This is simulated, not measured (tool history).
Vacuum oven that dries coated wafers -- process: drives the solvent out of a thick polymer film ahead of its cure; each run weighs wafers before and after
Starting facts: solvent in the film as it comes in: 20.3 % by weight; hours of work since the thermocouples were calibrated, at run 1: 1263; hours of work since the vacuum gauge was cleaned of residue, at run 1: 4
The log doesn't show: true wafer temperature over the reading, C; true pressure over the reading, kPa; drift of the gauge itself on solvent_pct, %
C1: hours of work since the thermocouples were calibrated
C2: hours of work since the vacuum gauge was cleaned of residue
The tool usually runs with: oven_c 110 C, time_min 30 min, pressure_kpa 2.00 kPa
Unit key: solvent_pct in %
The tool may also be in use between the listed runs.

Run 1, hour 0.0: usual settings; C1 1263; C2 4. Result: solvent_pct 5.63 %.
Run 2, hour 5.2: usual settings; C1 1265; C2 7. Result: solvent_pct 5.73 %.
Run 3, hour 17.1: usual settings; C1 1270; C2 11. Result: solvent_pct 5.66 %.
Run 4, hour 28.8: usual settings; C1 1275; C2 16. Result: solvent_pct 5.73 %.
Run 5, hour 38.3: usual settings; C1 1279; C2 20. Result: solvent_pct 5.74 %.
Run 6, hour 45.0: usual settings; C1 1281; C2 23. Result: solvent_pct 5.69 %.
Run 7, hour 54.0: usual settings; C1 1285; C2 26. Result: solvent_pct 5.72 %.
Run 8, hour 60.9: usual settings but oven_c 102 C; C1 1288; C2 29. Result: solvent_pct 8.79 %.
Run 9, hour 67.6: usual settings but oven_c 102 C; C1 1291; C2 32. Result: solvent_pct 8.93 %.
Run 10, hour 77.8: usual settings but oven_c 102 C, time_min 50 min; C1 1295; C2 36. Result: solvent_pct 6.46 %.
Run 11, hour 89.6: usual settings but oven_c 102 C, time_min 50 min, pressure_kpa 2.28 kPa; C1 1299; C2 40. Result: solvent_pct 6.85 %.
Run 12, hour 95.8: usual settings but oven_c 102 C, time_min 50 min, pressure_kpa 2.28 kPa; C1 1302; C2 43. Result: solvent_pct 6.94 %.
Run 13, hour 107.5: usual settings but oven_c 96 C, pressure_kpa 2.63 kPa; C1 1307; C2 48. Result: solvent_pct 12.19 %.
Run 14, hour 114.7: usual settings but oven_c 96 C, pressure_kpa 2.63 kPa; C1 1309; C2 51. Result: solvent_pct 12.20 %.
Run 15, hour 126.2: usual settings but oven_c 108 C, pressure_kpa 3.76 kPa; C1 1314; C2 55. Result: solvent_pct 8.45 %.
Run 16, hour 136.9: usual settings but oven_c 108 C, pressure_kpa 3.76 kPa; C1 1318; C2 59. Result: solvent_pct 8.53 %.
Run 17, hour 146.3: usual settings but oven_c 120 C, time_min 24 min, pressure_kpa 6.48 kPa; C1 1322; C2 63. Result: solvent_pct 7.48 %.
Run 18, hour 151.9: usual settings but oven_c 120 C, time_min 24 min, pressure_kpa 6.48 kPa; C1 1324; C2 66. Result: solvent_pct 7.41 %.
Run 19, hour 160.9: usual settings but oven_c 120 C, time_min 24 min, pressure_kpa 7.20 kPa; C1 1328; C2 69. Result: solvent_pct 8.08 %.
Run 20, hour 169.4: usual settings but oven_c 96 C, time_min 28 min, pressure_kpa 1.72 kPa; C1 1331; C2 73. Result: solvent_pct 11.13 %.
Run 21, hour 179.7: usual settings but oven_c 96 C, time_min 52 min, pressure_kpa 1.87 kPa; C1 1336; C2 77. Result: solvent_pct 8.60 %.

Below are 4 alternative next runs, each starting from the tool's condition after run 21. Predict each:
Run A, hour 192.2: usual settings but oven_c 96 C, time_min 33 min, pressure_kpa 1.87 kPa; C1 1341; C2 82. Result: solvent_pct ?.
Run B, hour 192.2: usual settings but pressure_kpa 6.78 kPa; C1 1341; C2 82. Result: solvent_pct ?.
Run C, hour 192.2: usual settings but oven_c 99 C, time_min 22 min, pressure_kpa 4.01 kPa; C1 1341; C2 82. Result: solvent_pct ?.
Run D, hour 192.2: usual settings but oven_c 98 C, time_min 41 min, pressure_kpa 7.34 kPa; C1 1341; C2 82. Result: solvent_pct ?.

run  solvent_pct
  A        10.56
  B        11.05
  C        13.77
  D        16.71
The same runs, with their run-to-run variation unchanged, on a tool lacking any hidden condition would have given:
run  solvent_pct
  A        11.64
  B        12.33
  C        14.79
  D        18.04
